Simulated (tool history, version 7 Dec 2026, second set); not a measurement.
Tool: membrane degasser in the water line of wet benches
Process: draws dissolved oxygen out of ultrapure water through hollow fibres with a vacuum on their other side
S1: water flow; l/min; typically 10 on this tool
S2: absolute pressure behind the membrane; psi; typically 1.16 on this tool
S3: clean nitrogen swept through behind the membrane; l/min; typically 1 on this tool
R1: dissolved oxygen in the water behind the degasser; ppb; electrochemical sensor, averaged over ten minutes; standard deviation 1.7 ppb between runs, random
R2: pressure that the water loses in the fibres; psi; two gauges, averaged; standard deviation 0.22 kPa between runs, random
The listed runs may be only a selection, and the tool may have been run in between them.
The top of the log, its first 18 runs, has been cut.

run,day,S1,S2,S3,R1,R2
19,152.912,7,1.79,0.43,359.2,5.665
20,161.204,10,1.16,1.5,141.9,8.054
21,168.3,8,1.16,1.5,97.8,6.409
22,176.05,7,0.732,0.74,68.3,5.612
23,185.658,13,1.278,1.35,245.7,10.435
24,197.333,13,1.278,0.93,294.7,10.562
25,206.833,9,1.896,0.93,272.8,7.285
26,212.742,7,1.801,1.74,119.1,5.678
27,217.879,14,1.682,0.96,417.2,11.22
28,226.429,14,1.682,0.96,416.8,11.296
29,235.896,7,1.408,0.72,182,5.68
30,245.45,13,1.468,0.57,454.1,10.511
31,251.692,13,1.089,1.99,191.7,10.537
32,262.058,9,1.16,0.5,250,7.269

3 options for the next run, each taken on its own from the tool as it stands now. Forecast them:
A,273.25,10,1.868,1.53,?,?
B,273.25,12,1.16,1,?,?
C,273.25,10,1.16,1.42,?,?

run,R1,R2
A,223.4,8.131
B,240.6,9.665
C,149.1,8.039
Had the tool no hidden state, the same runs would have come out as:
run,R1,R2
A,206.7,7.932
B,220,9.429
C,134.7,7.842

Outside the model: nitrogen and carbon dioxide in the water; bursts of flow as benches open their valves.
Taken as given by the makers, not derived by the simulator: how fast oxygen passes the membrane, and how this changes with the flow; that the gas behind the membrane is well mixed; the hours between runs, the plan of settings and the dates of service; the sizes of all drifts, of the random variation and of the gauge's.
